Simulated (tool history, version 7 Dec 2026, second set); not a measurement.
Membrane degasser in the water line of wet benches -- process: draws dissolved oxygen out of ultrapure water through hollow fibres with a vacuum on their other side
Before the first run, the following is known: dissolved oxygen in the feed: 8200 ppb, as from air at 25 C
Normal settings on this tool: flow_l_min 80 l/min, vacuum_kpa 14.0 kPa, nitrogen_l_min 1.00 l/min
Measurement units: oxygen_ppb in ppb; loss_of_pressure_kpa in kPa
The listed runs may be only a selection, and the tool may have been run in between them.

{"run": 1, "hour": 0.0, "flow_l_min": 80, "vacuum_kpa": 14.0, "nitrogen_l_min": 1.0, "oxygen_ppb": 1314.8, "loss_of_pressure_kpa": 67.23}
{"run": 2, "hour": 50.5, "flow_l_min": 80, "vacuum_kpa": 14.0, "nitrogen_l_min": 1.0, "oxygen_ppb": 1315.0, "loss_of_pressure_kpa": 67.05}
{"run": 3, "hour": 84.5, "flow_l_min": 80, "vacuum_kpa": 14.0, "nitrogen_l_min": 1.0, "oxygen_ppb": 1315.9, "loss_of_pressure_kpa": 67.11}
{"run": 4, "hour": 148.6, "flow_l_min": 80, "vacuum_kpa": 14.0, "nitrogen_l_min": 1.0, "oxygen_ppb": 1316.2, "loss_of_pressure_kpa": 67.22}
{"run": 5, "hour": 186.9, "flow_l_min": 80, "vacuum_kpa": 14.0, "nitrogen_l_min": 1.0, "oxygen_ppb": 1317.2, "loss_of_pressure_kpa": 67.42}
{"run": 6, "hour": 243.6, "flow_l_min": 80, "vacuum_kpa": 14.0, "nitrogen_l_min": 1.0, "oxygen_ppb": 1317.2, "loss_of_pressure_kpa": 67.13}
{"run": 7, "hour": 289.5, "flow_l_min": 80, "vacuum_kpa": 14.0, "nitrogen_l_min": 1.0, "oxygen_ppb": 1315.9, "loss_of_pressure_kpa": 67.32}
{"run": 8, "hour": 353.9, "flow_l_min": 80, "vacuum_kpa": 14.0, "nitrogen_l_min": 2.39, "oxygen_ppb": 731.0, "loss_of_pressure_kpa": 67.01}
{"run": 9, "hour": 390.0, "flow_l_min": 80, "vacuum_kpa": 14.0, "nitrogen_l_min": 2.39, "oxygen_ppb": 730.6, "loss_of_pressure_kpa": 67.29}
{"run": 10, "hour": 456.7, "flow_l_min": 80, "vacuum_kpa": 14.0, "nitrogen_l_min": 2.39, "oxygen_ppb": 730.4, "loss_of_pressure_kpa": 67.05}
{"run": 11, "hour": 508.6, "flow_l_min": 80, "vacuum_kpa": 14.0, "nitrogen_l_min": 2.39, "oxygen_ppb": 731.3, "loss_of_pressure_kpa": 67.39}
{"run": 12, "hour": 572.2, "flow_l_min": 80, "vacuum_kpa": 14.0, "nitrogen_l_min": 2.39, "oxygen_ppb": 729.9, "loss_of_pressure_kpa": 67.43}
{"run": 13, "hour": 619.1, "flow_l_min": 89, "vacuum_kpa": 17.6, "nitrogen_l_min": 1.07, "oxygen_ppb": 1724.8, "loss_of_pressure_kpa": 75.16}
{"run": 14, "hour": 690.7, "flow_l_min": 72, "vacuum_kpa": 12.7, "nitrogen_l_min": 1.7, "oxygen_ppb": 769.1, "loss_of_pressure_kpa": 60.52}
{"run": 15, "hour": 733.2, "flow_l_min": 73, "vacuum_kpa": 30.0, "nitrogen_l_min": 0.52, "oxygen_ppb": 3572.7, "loss_of_pressure_kpa": 61.6}
{"run": 16, "hour": 772.8, "flow_l_min": 103, "vacuum_kpa": 14.0, "nitrogen_l_min": 0.82, "oxygen_ppb": 1716.1, "loss_of_pressure_kpa": 87.09}
{"run": 17, "hour": 840.9, "flow_l_min": 103, "vacuum_kpa": 14.0, "nitrogen_l_min": 0.82, "oxygen_ppb": 1718.5, "loss_of_pressure_kpa": 87.32}
{"run": 18, "hour": 878.7, "flow_l_min": 61, "vacuum_kpa": 13.0, "nitrogen_l_min": 0.54, "oxygen_ppb": 1467.1, "loss_of_pressure_kpa": 51.26}
{"run": 19, "hour": 940.2, "flow_l_min": 108, "vacuum_kpa": 12.1, "nitrogen_l_min": 0.44, "oxygen_ppb": 1980.6, "loss_of_pressure_kpa": 91.19}
{"run": 20, "hour": 995.7, "flow_l_min": 107, "vacuum_kpa": 9.1, "nitrogen_l_min": 0.44, "oxygen_ppb": 1392.3, "loss_of_pressure_kpa": 89.99}
{"run": 21, "hour": 1043.9, "flow_l_min": 109, "vacuum_kpa": 14.0, "nitrogen_l_min": 1.48, "oxygen_ppb": 1279.3, "loss_of_pressure_kpa": 91.94}
{"run": 22, "hour": 1114.7, "flow_l_min": 109, "vacuum_kpa": 14.0, "nitrogen_l_min": 1.48, "oxygen_ppb": 1280.2, "loss_of_pressure_kpa": 91.96}
{"run": 23, "hour": 1167.5, "flow_l_min": 78, "vacuum_kpa": 23.0, "nitrogen_l_min": 0.43, "oxygen_ppb": 3246.6, "loss_of_pressure_kpa": 65.68}

5 options for the next run, each taken on its own from the tool as it stands now. Forecast them:
{"run": "A", "hour": 1236.4, "flow_l_min": 89, "vacuum_kpa": 25.7, "nitrogen_l_min": 1.06, "oxygen_ppb": "?", "loss_of_pressure_kpa": "?"}
{"run": "B", "hour": 1236.4, "flow_l_min": 80, "vacuum_kpa": 14.0, "nitrogen_l_min": 1.68, "oxygen_ppb": "?", "loss_of_pressure_kpa": "?"}
{"run": "C", "hour": 1236.4, "flow_l_min": 80, "vacuum_kpa": 26.6, "nitrogen_l_min": 0.76, "oxygen_ppb": "?", "loss_of_pressure_kpa": "?"}
{"run": "D", "hour": 1236.4, "flow_l_min": 51, "vacuum_kpa": 14.0, "nitrogen_l_min": 1.0, "oxygen_ppb": "?", "loss_of_pressure_kpa": "?"}
{"run": "E", "hour": 1236.4, "flow_l_min": 78, "vacuum_kpa": 23.0, "nitrogen_l_min": 0.82, "oxygen_ppb": "?", "loss_of_pressure_kpa": "?"}

run=A oxygen_ppb=2461.8 loss_of_pressure_kpa=75.16
run=B oxygen_ppb=943.7 loss_of_pressure_kpa=67.45
run=C oxygen_ppb=2848.4 loss_of_pressure_kpa=67.60
run=D oxygen_ppb=970.3 loss_of_pressure_kpa=42.89
run=E oxygen_ppb=2384.2 loss_of_pressure_kpa=65.99
Without the tool's unlogged condition, the same runs would have read:
run=A oxygen_ppb=2450.9 loss_of_pressure_kpa=74.45
run=B oxygen_ppb=931.7 loss_of_pressure_kpa=66.82
run=C oxygen_ppb=2838.8 loss_of_pressure_kpa=66.97
run=D oxygen_ppb=958.8 loss_of_pressure_kpa=42.48
run=E oxygen_ppb=2373.2 loss_of_pressure_kpa=65.37
